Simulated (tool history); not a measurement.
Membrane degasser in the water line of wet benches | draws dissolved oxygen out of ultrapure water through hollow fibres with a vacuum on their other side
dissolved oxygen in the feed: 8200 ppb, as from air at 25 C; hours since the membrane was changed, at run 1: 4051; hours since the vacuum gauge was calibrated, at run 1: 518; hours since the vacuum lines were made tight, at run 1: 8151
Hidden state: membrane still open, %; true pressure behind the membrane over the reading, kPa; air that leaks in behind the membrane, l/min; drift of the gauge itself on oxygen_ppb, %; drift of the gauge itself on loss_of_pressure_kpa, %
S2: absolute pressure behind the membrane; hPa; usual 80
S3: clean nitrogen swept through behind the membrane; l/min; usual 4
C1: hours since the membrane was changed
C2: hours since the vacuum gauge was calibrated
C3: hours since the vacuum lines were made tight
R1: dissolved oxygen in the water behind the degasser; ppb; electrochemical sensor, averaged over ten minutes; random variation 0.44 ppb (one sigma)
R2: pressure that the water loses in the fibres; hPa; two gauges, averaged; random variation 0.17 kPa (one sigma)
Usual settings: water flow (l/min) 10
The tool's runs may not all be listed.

Run 1, hour 0: usual settings; C1 4051; C2 518; C3 8151. Result: R1 34 ppb, R2 284 hPa.
Run 2, hour 101: usual settings but S3 2.05 l/min; C1 4151; C2 619; C3 8251. Result: R1 64.1 ppb, R2 284.3 hPa.
Run 3, hour 172.6: usual settings but S3 2.05 l/min; C1 4223; C2 691; C3 8323. Result: R1 63.2 ppb, R2 279.5 hPa.
Run 4, hour 235.7: usual settings but S3 2.05 l/min; C1 4286; C2 754; C3 8386. Result: R1 63.7 ppb, R2 282.7 hPa.
Run 5, hour 286.5: usual settings but S3 2.05 l/min; C1 4337; C2 805; C3 8437. Result: R1 64.6 ppb, R2 283.3 hPa.
Run 6, hour 365.3: usual settings but S3 3.02 l/min; C1 4416; C2 884; C3 8516. Result: R1 45 ppb, R2 280.3 hPa.
Run 7, hour 452.6: usual settings but S3 3.02 l/min; C1 4503; C2 971; C3 8603. Result: R1 45.2 ppb, R2 280.4 hPa.
Run 8, hour 511.4: usual settings but water flow (l/min) 13; C1 4562; C2 1030; C3 8662. Result: R1 53.5 ppb, R2 368 hPa.
Run 9, hour 625: usual settings but water flow (l/min) 6; C1 4675; C2 1143; C3 8775. Result: R1 20.6 ppb, R2 170.7 hPa.
At hour 653.5: seals of the vacuum lines changed.
Run 10, hour 735.3: usual settings but water flow (l/min) 6; C1 4784; C2 1252; C3 82. Result: R1 18.4 ppb, R2 173 hPa.
Run 11, hour 797: usual settings; C1 4846; C2 1313; C3 144. Result: R1 32.6 ppb, R2 283.8 hPa.
Run 12, hour 868.1: usual settings; C1 4917; C2 1384; C3 215. Result: R1 32.8 ppb, R2 284 hPa.
Run 13, hour 919.2: usual settings; C1 4968; C2 1436; C3 266. Result: R1 33.3 ppb, R2 280.4 hPa.
Run 14, hour 1018.1: usual settings but S2 48.5 hPa; C1 5067; C2 1535; C3 365. Result: R1 14.2 ppb, R2 284.1 hPa.
Run 15, hour 1089.6: usual settings but S2 48.5 hPa; C1 5138; C2 1606; C3 436. Result: R1 13.3 ppb, R2 285.8 hPa.
Run 16, hour 1142.3: usual settings but water flow (l/min) 9; C1 5191; C2 1659; C3 489. Result: R1 28.3 ppb, R2 257 hPa.
Run 17, hour 1211.2: usual settings but water flow (l/min) 9, S2 182.7 hPa, S3 2.13 l/min; C1 5260; C2 1728; C3 558. Result: R1 156.5 ppb, R2 256.5 hPa.
Run 18, hour 1315.1: usual settings but water flow (l/min) 16, S2 90.7 hPa, S3 1.7 l/min; C1 5364; C2 1831; C3 662. Result: R1 165.5 ppb, R2 452.9 hPa.
Run 19, hour 1368.2: usual settings but water flow (l/min) 16, S2 90.7 hPa, S3 1.7 l/min; C1 5417; C2 1885; C3 715. Result: R1 167.2 ppb, R2 454.3 hPa.
Run 20, hour 1427.6: usual settings but water flow (l/min) 11, S2 90.7 hPa, S3 3.1 l/min; C1 5476; C2 1944; C3 774. Result: R1 57.1 ppb, R2 312.2 hPa.
Run 21, hour 1524: usual settings but water flow (l/min) 15, S2 128.9 hPa, S3 8.99 l/min; C1 5573; C2 2040; C3 870. Result: R1 68.8 ppb, R2 426.3 hPa.
Run 22, hour 1584.1: usual settings but water flow (l/min) 15, S2 128.9 hPa, S3 8.99 l/min; C1 5633; C2 2100; C3 931. Result: R1 68.1 ppb, R2 426.8 hPa.

Forecast run 23:
Run 23, hour 1646.1: usual settings but water flow (l/min) 6, S2 95 hPa, S3 6.93 l/min; C1 5695; C2 2162; C3 993. Result: R1 ?, R2 ?.

Run 23 gave R1 13.9 ppb, R2 171.6 hPa.
Without the tool's hidden state the same run would have given R1 13.6 ppb, R2 168 hPa.

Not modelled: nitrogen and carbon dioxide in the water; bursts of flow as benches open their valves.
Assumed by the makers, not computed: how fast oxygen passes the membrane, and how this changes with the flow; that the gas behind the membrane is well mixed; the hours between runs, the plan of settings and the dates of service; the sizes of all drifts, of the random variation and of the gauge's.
